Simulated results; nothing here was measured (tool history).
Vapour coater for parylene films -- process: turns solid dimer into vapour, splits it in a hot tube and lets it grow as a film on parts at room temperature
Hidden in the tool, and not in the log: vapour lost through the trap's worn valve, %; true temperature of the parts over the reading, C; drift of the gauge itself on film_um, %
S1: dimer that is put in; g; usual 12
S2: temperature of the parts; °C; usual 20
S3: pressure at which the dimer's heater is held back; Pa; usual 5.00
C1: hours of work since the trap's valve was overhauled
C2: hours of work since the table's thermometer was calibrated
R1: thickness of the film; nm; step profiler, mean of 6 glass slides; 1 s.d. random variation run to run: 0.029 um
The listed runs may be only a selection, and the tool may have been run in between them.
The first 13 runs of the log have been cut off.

run	hour	S1	S2	S3	C1	C2	R1
14	177.2	20	24	5.00	120	523	5980
15	189.9	12	30	5.00	129	532	2850
16	198.0	12	30	5.00	135	538	2820
17	205.7	12	20	5.00	140	544	4300
18	217.4	12	20	5.00	148	552	4220
19	233.7	18	21	7.61	160	564	5790
20	241.8	18	21	7.61	166	570	5790
21	255.1	18	21	7.61	176	579	5770
22	266.5	18	19	5.12	184	587	6550
23	278.1	5	20	2.03	192	596	1870
24	293.9	11	31	2.94	204	607	2600
25	307.8	12	18	4.82	214	617	4550
26	317.7	21	25	5.00	221	624	5910
27	334.4	14	25	4.35	233	636	4010
28	351.3	11	14	3.67	245	648	4970
29	363.4	8	20	9.59	254	657	2610
30	371.8	8	20	9.59	260	663	2570
31	379.9	10	21	3.64	265	669	3420
32	394.0	10	23	3.08	275	679	3260
33	408.9	10	23	3.08	286	690	3200
34	419.3	12	17	6.87	294	697	4460
35	435.8	8	15	6.87	306	709	3220

Each row is a separate what-if for the run after 35, all from the same tool condition, not one after another. Results?
A	451.9	10	20	5.00	317	721	?
B	451.9	10	25	2.86	317	721	?
C	451.9	7	22	8.11	317	721	?
D	451.9	12	20	5.98	317	721	?

run	R1
A	3440
B	2940
C	2060
D	4020
Without the tool's unlogged condition, the same runs would have read:
run	R1
A	3750
B	3200
C	2240
D	4380

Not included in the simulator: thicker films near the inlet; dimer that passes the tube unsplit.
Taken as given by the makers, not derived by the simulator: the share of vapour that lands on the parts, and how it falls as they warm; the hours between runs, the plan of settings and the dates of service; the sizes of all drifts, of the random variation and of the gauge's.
